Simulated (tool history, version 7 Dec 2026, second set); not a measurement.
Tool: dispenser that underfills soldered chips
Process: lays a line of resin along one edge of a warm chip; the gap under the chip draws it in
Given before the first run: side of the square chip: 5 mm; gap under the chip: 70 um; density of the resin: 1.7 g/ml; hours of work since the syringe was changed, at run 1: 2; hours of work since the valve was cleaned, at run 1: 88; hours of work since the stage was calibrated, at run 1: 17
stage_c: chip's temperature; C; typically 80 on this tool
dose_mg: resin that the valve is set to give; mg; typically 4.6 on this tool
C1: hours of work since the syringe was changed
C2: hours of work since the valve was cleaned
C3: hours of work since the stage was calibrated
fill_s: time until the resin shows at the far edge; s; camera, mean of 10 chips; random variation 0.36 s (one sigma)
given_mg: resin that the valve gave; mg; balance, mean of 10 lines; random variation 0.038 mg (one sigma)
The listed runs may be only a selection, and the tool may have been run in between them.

run 1 day=0 | stage_c=80 dose_mg=4.6 | C1=2 C2=88 C3=17 | fill_s=22 given_mg=4.25
run 2 day=0.092 | stage_c=72 dose_mg=4.6 | C1=3 C2=89 C3=19 | fill_s=38.2 given_mg=4.18
run 3 day=0.179 | stage_c=80 dose_mg=4.6 | C1=5 C2=91 C3=20 | fill_s=28.8 given_mg=4.18
run 4 day=0.317 | stage_c=80 dose_mg=4.6 | C1=7 C2=93 C3=22 | fill_s=34.3 given_mg=4.2
run 5 day=0.458 | stage_c=90 dose_mg=4.6 | C1=9 C2=95 C3=24 | fill_s=25.3 given_mg=4.2
run 6 day=0.562 | stage_c=80 dose_mg=4.6 | C1=11 C2=96 C3=26 | fill_s=48.6 given_mg=4.2
-- day=0.65 new syringe of resin
run 7 day=0.708 | stage_c=80 dose_mg=4.6 | C1=1 C2=98 C3=28 | fill_s=21 given_mg=4.19
run 8 day=0.879 | stage_c=80 dose_mg=5.58 | C1=4 C2=101 C3=31 | fill_s=25.8 given_mg=5.09
run 9 day=1.042 | stage_c=92 dose_mg=4.6 | C1=6 C2=104 C3=33 | fill_s=19 given_mg=4.18
run 10 day=1.121 | stage_c=92 dose_mg=4.6 | C1=7 C2=105 C3=34 | fill_s=19.8 given_mg=4.16
run 11 day=1.25 | stage_c=84 dose_mg=4.6 | C1=9 C2=107 C3=36 | fill_s=35.3 given_mg=4.19
-- day=1.412 new syringe of resin
run 12 day=1.442 | stage_c=84 dose_mg=4.6 | C1=0 C2=110 C3=39 | fill_s=15.6 given_mg=4.22
run 13 day=1.633 | stage_c=80 dose_mg=4.6 | C1=3 C2=112 C3=42 | fill_s=25.5 given_mg=4.06
run 14 day=1.75 | stage_c=80 dose_mg=4.6 | C1=5 C2=114 C3=44 | fill_s=28.9 given_mg=4.1
-- day=1.838 dispensing valve cleaned and set on the balance
run 15 day=1.883 | stage_c=71 dose_mg=4.6 | C1=7 C2=1 C3=45 | fill_s=50.5 given_mg=4.6
run 16 day=1.996 | stage_c=71 dose_mg=4.6 | C1=8 C2=2 C3=47 | fill_s=59.7 given_mg=4.6
run 17 day=2.083 | stage_c=71 dose_mg=4.6 | C1=10 C2=4 C3=48 | fill_s=66.1 given_mg=4.63
run 18 day=2.171 | stage_c=71 dose_mg=4.6 | C1=11 C2=5 C3=50 | fill_s=73.1 given_mg=4.57
-- day=2.225 new syringe of resin
run 19 day=2.354 | stage_c=71 dose_mg=4.6 | C1=2 C2=8 C3=52 | fill_s=35.2 given_mg=4.55
run 20 day=2.483 | stage_c=71 dose_mg=4.6 | C1=4 C2=10 C3=54 | fill_s=41.1 given_mg=4.5
run 21 day=2.65 | stage_c=71 dose_mg=4.6 | C1=6 C2=12 C3=57 | fill_s=52.2 given_mg=4.48
run 22 day=2.817 | stage_c=89 dose_mg=5.86 | C1=9 C2=15 C3=59 | fill_s=25.8 given_mg=5.74
run 23 day=2.938 | stage_c=89 dose_mg=5.86 | C1=11 C2=17 C3=61 | fill_s=30.4 given_mg=5.79
-- day=2.992 new syringe of resin
run 24 day=3.146 | stage_c=89 dose_mg=5.86 | C1=2 C2=20 C3=64 | fill_s=14.9 given_mg=5.75
run 25 day=3.325 | stage_c=80 dose_mg=5.93 | C1=5 C2=22 C3=67 | fill_s=28.1 given_mg=5.76
run 26 day=3.5 | stage_c=80 dose_mg=5.93 | C1=8 C2=25 C3=70 | fill_s=35.4 given_mg=5.84
run 27 day=3.688 | stage_c=80 dose_mg=4.11 | C1=11 C2=28 C3=72 | fill_s=46.1 given_mg=3.94
-- day=3.758 new syringe of resin
run 28 day=3.808 | stage_c=77 dose_mg=4.05 | C1=1 C2=30 C3=74 | fill_s=24.6 given_mg=3.92
run 29 day=3.896 | stage_c=85 dose_mg=5.8 | C1=2 C2=31 C3=75 | fill_s=17.2 given_mg=5.68
run 30 day=3.983 | stage_c=85 dose_mg=5.8 | C1=3 C2=32 C3=77 | fill_s=19.8 given_mg=5.54

Run 31 comes next. What will it give?
run 31 day=4.133 | stage_c=80 dose_mg=5.95 | C1=6 C2=35 C3=79 | fill_s=? given_mg=?

{"run 31": {"fill_s": 29.5, "given_mg": 5.78}}
Minus the tool's unlogged condition, the same run would have read fill_s 18.6 s, given_mg 5.98 mg.
